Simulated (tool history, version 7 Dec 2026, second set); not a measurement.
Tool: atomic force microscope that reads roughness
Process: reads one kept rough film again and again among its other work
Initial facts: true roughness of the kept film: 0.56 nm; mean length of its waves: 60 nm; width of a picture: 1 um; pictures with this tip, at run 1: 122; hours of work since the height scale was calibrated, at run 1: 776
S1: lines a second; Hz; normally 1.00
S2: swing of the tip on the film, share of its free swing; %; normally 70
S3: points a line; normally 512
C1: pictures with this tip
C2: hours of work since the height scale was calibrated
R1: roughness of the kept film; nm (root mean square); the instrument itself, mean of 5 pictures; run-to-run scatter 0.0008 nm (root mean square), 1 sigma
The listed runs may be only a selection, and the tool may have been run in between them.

run 1 day=0.000 | S1=1.00 S2=70 S3=512 | C1=122 C2=776 | R1=0.5292
run 2 day=1.429 | S1=1.00 S2=74 S3=512 | C1=175 C2=799 | R1=0.5207
-- day=4.421 new tip fitted
run 3 day=4.583 | S1=1.00 S2=70 S3=512 | C1=6 C2=849 | R1=0.5356
run 4 day=7.883 | S1=3.48 S2=70 S3=512 | C1=129 C2=902 | R1=0.4711
run 5 day=9.829 | S1=3.48 S2=70 S3=512 | C1=201 C2=933 | R1=0.4662
run 6 day=11.454 | S1=3.48 S2=70 S3=512 | C1=262 C2=959 | R1=0.4641
-- day=12.050 new tip fitted
run 7 day=13.862 | S1=0.59 S2=70 S3=512 | C1=68 C2=997 | R1=0.5447
run 8 day=15.888 | S1=0.59 S2=77 S3=512 | C1=143 C2=1029 | R1=0.5353
run 9 day=17.758 | S1=0.59 S2=77 S3=512 | C1=213 C2=1059 | R1=0.5313
-- day=19.488 new tip fitted
run 10 day=20.904 | S1=3.72 S2=70 S3=512 | C1=53 C2=1109 | R1=0.4688
run 11 day=24.050 | S1=3.72 S2=70 S3=512 | C1=170 C2=1159 | R1=0.4639
run 12 day=25.867 | S1=1.00 S2=71 S3=337 | C1=237 C2=1188 | R1=0.5269
-- day=26.983 new tip fitted
run 13 day=27.517 | S1=1.00 S2=71 S3=337 | C1=20 C2=1214 | R1=0.5355
run 14 day=29.850 | S1=1.00 S2=71 S3=337 | C1=107 C2=1251 | R1=0.5296
run 15 day=33.317 | S1=1.00 S2=71 S3=337 | C1=236 C2=1307 | R1=0.5266
-- day=34.471 new tip fitted
run 16 day=36.354 | S1=3.76 S2=56 S3=542 | C1=70 C2=1355 | R1=0.5215
run 17 day=37.842 | S1=3.76 S2=56 S3=542 | C1=125 C2=1379 | R1=0.5192
run 18 day=40.546 | S1=3.76 S2=56 S3=542 | C1=226 C2=1422 | R1=0.5154

Branching from run 18: 4 alternative next runs. What would each branch give?
-- day=42.162 new tip fitted
run A day=42.912 | S1=3.67 S2=56 S3=542 | C1=28 C2=1459 | R1=?
-- day=42.162 new tip fitted
run B day=42.912 | S1=1.48 S2=82 S3=749 | C1=28 C2=1459 | R1=?
-- day=42.162 new tip fitted
run C day=42.912 | S1=3.76 S2=68 S3=542 | C1=28 C2=1459 | R1=?
-- day=42.162 new tip fitted
run D day=42.912 | S1=3.76 S2=70 S3=542 | C1=28 C2=1459 | R1=?

run=A R1=0.5249
run=B R1=0.4936
run=C R1=0.4805
run=D R1=0.4701
Without the tool's hidden state the same runs would have given:
run=A R1=0.5127
run=B R1=0.4822
run=C R1=0.4693
run=D R1=0.4592
